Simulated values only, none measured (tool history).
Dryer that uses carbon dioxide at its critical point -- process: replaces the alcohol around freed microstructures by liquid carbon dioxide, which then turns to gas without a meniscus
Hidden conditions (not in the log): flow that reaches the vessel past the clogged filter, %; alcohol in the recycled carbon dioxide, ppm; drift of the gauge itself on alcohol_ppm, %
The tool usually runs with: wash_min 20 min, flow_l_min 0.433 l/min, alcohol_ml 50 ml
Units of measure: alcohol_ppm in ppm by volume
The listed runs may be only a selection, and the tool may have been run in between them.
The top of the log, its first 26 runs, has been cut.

run,hour,wash_min,flow_l_min,alcohol_ml,hours of work since the filter was changed,hours of work since the purifier's bed was changed,alcohol_ppm
27,349.3,31,0.269,50,332,375,122
28,360.2,29,0.269,79,336,379,201
29,368.2,29,0.288,79,339,382,164
30,382.8,29,0.288,79,344,387,159
31,395.7,29,0.288,49,349,392,143
32,410.6,30,0.313,20,355,397,89
33,429.4,20,0.433,27,361,404,101
34,443.7,29,0.433,39,367,409,79
35,461.7,20,0.314,93,373,416,669
36,475.1,12,0.279,38,378,421,2684
37,490.1,22,0.622,26,384,426,88
38,505.4,20,0.565,29,389,432,73
39,513.2,20,0.565,29,392,435,80

Branching from run 39: 5 alternative next runs. What would each branch give?
A,528.3,20,0.565,30,398,440,?
B,528.3,20,0.358,61,398,440,?
C,528.3,26,0.263,50,398,440,?
D,528.3,15,0.402,24,398,440,?
E,528.3,26,0.426,33,398,440,?

run,alcohol_ppm
A,91
B,282
C,276
D,266
E,88
The same runs, with their run-to-run variation unchanged, on a tool lacking any hidden condition would have given:
run,alcohol_ppm
A,11
B,112
C,107
D,108
E,10
